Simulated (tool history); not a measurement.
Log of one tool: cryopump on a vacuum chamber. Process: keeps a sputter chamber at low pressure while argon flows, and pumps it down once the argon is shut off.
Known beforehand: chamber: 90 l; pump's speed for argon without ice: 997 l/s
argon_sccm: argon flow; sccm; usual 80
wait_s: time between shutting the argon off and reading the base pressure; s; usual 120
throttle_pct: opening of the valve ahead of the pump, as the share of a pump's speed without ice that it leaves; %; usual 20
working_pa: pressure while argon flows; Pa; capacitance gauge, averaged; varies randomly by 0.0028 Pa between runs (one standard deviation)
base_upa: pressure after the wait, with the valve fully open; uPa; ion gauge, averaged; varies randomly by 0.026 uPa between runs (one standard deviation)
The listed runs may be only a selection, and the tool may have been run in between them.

| run | hour | argon_sccm | wait_s | throttle_pct | working_pa | base_upa |
|---|---|---|---|---|---|---|
| 1 | 0 | 80 | 120 | 20 | 0.6795 | 2.65 |
| 2 | 24.6 | 80 | 120 | 52 | 0.2667 | 2.6 |
| 3 | 50 | 80 | 38 | 20 | 0.6775 | 4.38 |
| 4 | 73.9 | 80 | 120 | 20 | 0.6861 | 2.82 |
| 5 | 95.7 | 80 | 120 | 20 | 0.6899 | 2.73 |
| 6 | 112.8 | 80 | 120 | 20 | 0.684 | 2.87 |
| 7 | 131.5 | 80 | 120 | 18 | 0.7614 | 2.88 |
| 8 | 154.4 | 80 | 120 | 18 | 0.7629 | 2.83 |
| 9 | 169.4 | 80 | 120 | 18 | 0.7635 | 2.88 |
| 10 | 199.4 | 80 | 120 | 20 | 0.6906 | 2.85 |
| 11 | 230.1 | 80 | 120 | 20 | 0.694 | 3 |
| 12 | 246.3 | 80 | 120 | 20 | 0.6931 | 3.02 |
| 13 | 265 | 80 | 120 | 16 | 0.866 | 2.96 |
| 14 | 298.5 | 60 | 120 | 16 | 0.652 | 3.09 |
| 15 | 316.9 | 60 | 120 | 16 | 0.651 | 3.08 |
| 16 | 343.3 | 60 | 51 | 17 | 0.6163 | 4.16 |
| 17 | 358.4 | 80 | 29 | 20 | 0.7063 | 5.74 |
| 18 | 378.9 | 80 | 148 | 20 | 0.7056 | 3.11 |
| 19 | 403.7 | 152 | 97 | 17 | 1.582 | 3.3 |
| 20 | 427.8 | 52 | 35 | 15 | 0.6063 | 5.28 |
|  | 443.8 | pump warmed up, emptied and cooled again |
| 21 | 447.1 | 64 | 35 | 15 | 0.7263 | 4.71 |
| 22 | 468.8 | 56 | 70 | 19 | 0.4991 | 3.45 |
| 23 | 500.2 | 148 | 193 | 22 | 1.144 | 2.62 |
| 24 | 526.9 | 148 | 89 | 28 | 0.9028 | 3.33 |
| 25 | 555.4 | 72 | 128 | 20 | 0.613 | 2.94 |
| 26 | 576.9 | 39 | 36 | 20 | 0.3338 | 4.82 |
| 27 | 604.3 | 39 | 36 | 20 | 0.3337 | 4.84 |

3 options for the next run, each taken on its own from the tool as it stands now. Forecast them:
| A | 629.4 | 146 | 53 | 20 | ? | ? |
| B | 629.4 | 80 | 120 | 35 | ? | ? |
| C | 629.4 | 39 | 36 | 27 | ? | ? |

| run | working_pa | base_upa |
|---|---|---|
| A | 1.2532 | 4.07 |
| B | 0.3971 | 3.12 |
| C | 0.2515 | 4.91 |
Take away the tool's hidden state, keep each run's random variation, and the runs would have read:
| run | working_pa | base_upa |
|---|---|---|
| A | 1.2327 | 2.05 |
| B | 0.386 | 1.11 |
| C | 0.246 | 2.87 |

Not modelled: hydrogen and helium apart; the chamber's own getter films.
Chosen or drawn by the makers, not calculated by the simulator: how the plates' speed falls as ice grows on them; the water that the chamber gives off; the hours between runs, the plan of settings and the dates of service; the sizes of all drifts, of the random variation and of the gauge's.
